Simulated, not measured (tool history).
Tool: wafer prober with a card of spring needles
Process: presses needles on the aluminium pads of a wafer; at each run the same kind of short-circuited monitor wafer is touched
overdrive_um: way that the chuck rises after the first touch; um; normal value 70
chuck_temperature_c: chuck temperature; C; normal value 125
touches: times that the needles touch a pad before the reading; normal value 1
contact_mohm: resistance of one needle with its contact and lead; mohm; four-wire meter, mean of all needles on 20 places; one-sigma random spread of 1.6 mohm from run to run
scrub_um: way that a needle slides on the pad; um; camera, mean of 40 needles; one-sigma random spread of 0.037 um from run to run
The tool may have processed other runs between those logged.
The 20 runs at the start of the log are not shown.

run,hour,overdrive_um,chuck_temperature_c,touches,contact_mohm,scrub_um
# hour 119.7: tips cleaned on abrasive film
# hour 125.5: tips cleaned on abrasive film
21,125.7,70,41,3,147,8.9
# hour 131.1: tips cleaned on abrasive film
22,132.1,63,97,1,158,7.88
# hour 136.7: tips cleaned on abrasive film
# hour 137.5: height of the first contact set anew
23,137.9,70,125,3,161,9.4
# hour 142.9: tips cleaned on abrasive film
24,145.6,66,80,2,157,8.93
# hour 148.3: tips cleaned on abrasive film
# hour 154: tips cleaned on abrasive film
25,154.8,60,52,1,152,8.04
# hour 159.6: tips cleaned on abrasive film
26,164.7,60,52,1,160,8.03
# hour 165.7: tips cleaned on abrasive film
# hour 171.5: tips cleaned on abrasive film
27,173.8,88,86,2,154,11.83
# hour 176.8: tips cleaned on abrasive film
28,181.8,61,91,1,166,8.17
# hour 182.6: tips cleaned on abrasive film
# hour 187.9: tips cleaned on abrasive film
29,188.2,61,91,1,157,8.17
# hour 193.2: tips cleaned on abrasive film
30,197,70,63,1,157,9.32
# hour 199.3: tips cleaned on abrasive film
31,201.8,79,125,2,161,10.48
# hour 205.3: tips cleaned on abrasive film
# hour 210.7: tips cleaned on abrasive film
32,210.7,79,125,2,158,10.55

Below are 3 alternative next runs, each starting from the tool's condition after run 32. Predict each:
# hour 216.1: tips cleaned on abrasive film
A,216.8,70,113,1,?,?
# hour 216.1: tips cleaned on abrasive film
B,216.8,75,77,3,?,?
# hour 216.1: tips cleaned on abrasive film
C,216.8,89,93,2,?,?

run,contact_mohm,scrub_um
A,159,9.27
B,150,9.95
C,154,11.83
Had the tool no hidden state, the same runs would have come out as:
run,contact_mohm,scrub_um
A,155,9.46
B,148,10.15
C,152,12.03
